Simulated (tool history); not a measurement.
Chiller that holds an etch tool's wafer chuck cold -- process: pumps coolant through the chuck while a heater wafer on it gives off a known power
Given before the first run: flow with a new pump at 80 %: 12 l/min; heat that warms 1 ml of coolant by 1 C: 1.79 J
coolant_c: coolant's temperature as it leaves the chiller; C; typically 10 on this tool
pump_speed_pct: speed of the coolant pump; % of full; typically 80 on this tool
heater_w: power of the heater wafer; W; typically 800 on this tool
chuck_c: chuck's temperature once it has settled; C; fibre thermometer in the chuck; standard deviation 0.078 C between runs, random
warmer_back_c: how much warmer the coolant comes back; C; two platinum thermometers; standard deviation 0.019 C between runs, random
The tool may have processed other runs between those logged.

| run | hour | coolant_c | pump_speed_pct | heater_w | chuck_c | warmer_back_c |
|---|---|---|---|---|---|---|
| 1 | 0 | 10 | 80 | 800 | 17.65 | 2.31 |
| 2 | 49.7 | 10 | 93 | 800 | 16.76 | 1.93 |
| 3 | 132.2 | 10 | 93 | 800 | 16.94 | 2 |
| 4 | 213.7 | 10 | 93 | 800 | 16.87 | 1.99 |
| 5 | 286.5 | 10 | 93 | 800 | 16.92 | 1.97 |
| 6 | 367.9 | 10 | 93 | 800 | 16.89 | 1.97 |
| 7 | 463.6 | 10 | 93 | 800 | 17.03 | 1.98 |
| 8 | 512.1 | 19 | 80 | 800 | 26.58 | 2.33 |
| 9 | 601.5 | 10 | 95 | 800 | 16.88 | 1.95 |
| 10 | 705.3 | 10 | 95 | 800 | 16.87 | 1.95 |
| 11 | 770.7 | 10 | 95 | 800 | 16.84 | 1.96 |
| 12 | 867.8 | 10 | 95 | 800 | 16.97 | 1.96 |
|  | 890 | chiller's thermometer calibrated |
| 13 | 946.2 | 10 | 95 | 800 | 16.7 | 1.95 |
| 14 | 1033.9 | 10 | 95 | 902 | 17.45 | 2.24 |
| 15 | 1125 | 10 | 95 | 655 | 15.65 | 1.6 |
| 16 | 1191.2 | 10 | 80 | 800 | 17.63 | 2.36 |
| 17 | 1236.7 | 7 | 80 | 920 | 15.67 | 2.7 |
| 18 | 1278.4 | 10 | 80 | 706 | 16.71 | 2.1 |
| 19 | 1322 | 9 | 71 | 695 | 16.11 | 2.35 |
| 20 | 1385.5 | 3 | 88 | 434 | 6.95 | 1.16 |
| 21 | 1481.1 | 1 | 95 | 976 | 9.29 | 2.4 |
|  | 1551 | coolant changed, channels flushed |
| 22 | 1586.1 | 1 | 95 | 976 | 8.67 | 2.42 |
| 23 | 1671 | 1 | 95 | 976 | 8.65 | 2.42 |
| 24 | 1741.9 | 1 | 95 | 976 | 8.85 | 2.42 |
| 25 | 1794.6 | 6 | 79 | 450 | 10.18 | 1.34 |
| 26 | 1867 | 6 | 79 | 498 | 10.58 | 1.51 |
| 27 | 1917.6 | 11 | 91 | 800 | 17.77 | 2.1 |
| 28 | 1995.9 | 14 | 81 | 443 | 18.19 | 1.32 |
| 29 | 2064.2 | 15 | 74 | 566 | 20.69 | 1.85 |
| 30 | 2127.1 | 10 | 86 | 845 | 17.31 | 2.32 |
| 31 | 2194.5 | 2 | 66 | 800 | 10.29 | 2.97 |
| 32 | 2239.8 | 9 | 80 | 1075 | 18.81 | 3.23 |

What if the next run were any one of these 4? Each begins from the tool's condition after run 32:
| A | 2315.5 | 15 | 63 | 829 | ? | ? |
| B | 2315.5 | 5 | 62 | 1075 | ? | ? |
| C | 2315.5 | 9 | 80 | 665 | ? | ? |
| D | 2315.5 | 19 | 97 | 1075 | ? | ? |

| run | chuck_c | warmer_back_c |
|---|---|---|
| A | 24.02 | 3.26 |
| B | 16.72 | 4.27 |
| C | 15.15 | 2 |
| D | 27.56 | 2.62 |
Had the tool no hidden state, the same runs would have come out as:
| run | chuck_c | warmer_back_c |
|---|---|---|
| A | 23.18 | 3.01 |
| B | 15.72 | 3.94 |
| C | 14.49 | 1.85 |
| D | 26.75 | 2.42 |

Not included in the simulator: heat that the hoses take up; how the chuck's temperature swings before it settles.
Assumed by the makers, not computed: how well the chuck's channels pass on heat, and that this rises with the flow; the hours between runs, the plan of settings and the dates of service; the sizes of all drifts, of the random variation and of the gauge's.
